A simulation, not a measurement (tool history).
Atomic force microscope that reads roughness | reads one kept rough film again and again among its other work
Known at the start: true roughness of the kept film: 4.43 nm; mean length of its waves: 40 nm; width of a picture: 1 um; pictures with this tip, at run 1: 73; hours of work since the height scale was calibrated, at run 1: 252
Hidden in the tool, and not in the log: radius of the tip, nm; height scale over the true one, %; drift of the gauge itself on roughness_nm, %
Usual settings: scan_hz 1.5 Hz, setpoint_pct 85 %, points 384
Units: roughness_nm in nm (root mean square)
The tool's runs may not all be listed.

run	hour	scan_hz	setpoint_pct	points	pictures with this tip	hours of work since the height scale was calibrated	roughness_nm
1	0	1.5	85	384	73	252	3.084
2	10.2	1.5	85	384	82	258	3.055
3	19	1.5	85	384	89	263	3.044
4	31.7	1.5	85	384	99	270	2.977
5	40.7	1.5	85	384	107	275	2.98
6	46.5	1.5	85	384	112	278	2.925
7	54.5	1.5	85	384	118	283	2.948
8	60.3	1.5	85	384	123	286	2.904
# hour 67.5: new tip fitted
9	71.7	1.5	85	384	3	292	3.382
10	83.1	1.5	85	384	13	298	3.332
11	94.7	1.5	85	384	22	304	3.297
12	105.7	1.5	80	384	32	311	3.39
13	117.6	1.5	80	384	41	317	3.366
14	126.2	1.5	80	384	49	322	3.298
15	136.7	1.5	80	384	57	328	3.268
# hour 138.9: height scale calibrated on a step standard
16	148.6	1.5	85	384	66	5	3.1
17	155	1.5	85	384	72	9	3.1
18	161.8	1.5	85	384	77	13	3.08
19	175.3	1.5	85	384	89	20	3.026
# hour 179.7: height scale calibrated on a step standard, once more
20	187.6	1.5	85	384	98	4	3.024
21	201	1.5	85	384	109	12	2.975
22	212.1	1.5	85	384	118	18	2.962
23	221.9	1.5	85	384	127	23	2.939
# hour 224.8: new tip fitted
24	236	1.7	85	384	9	31	3.278
25	243.6	1.7	85	384	15	35	3.283
26	252.9	1.7	85	384	23	40	3.222
27	264.9	1.5	85	443	33	47	3.267
28	271.1	1.5	85	443	38	50	3.248
29	279	1.41	67	485	45	55	3.584
30	289.9	1.5	61	504	54	61	3.628
31	302.1	1.5	61	504	64	67	3.544
32	311.5	1.5	58	537	72	73	3.563
33	319	1.5	58	537	78	77	3.534
34	328	1.5	58	537	85	82	3.499
35	340.1	1.45	68	618	96	88	3.342
36	352	1.45	68	816	105	95	3.319
37	365.7	0.92	68	553	117	103	3.363
38	376.6	1.43	85	384	126	109	2.932
# hour 380.3: new tip fitted
39	386.9	1.5	85	320	5	114	3.384
40	397.1	0.73	67	320	14	120	3.857
41	404.3	0.73	67	320	20	124	3.796

Run 42 comes next. What will it give?
42	415.8	1.37	56	980	29	130	?

{"run 42": {"roughness_nm": 3.815}}
Without the tool's hidden state the same run would have given roughness_nm 3.996 nm (root mean square).
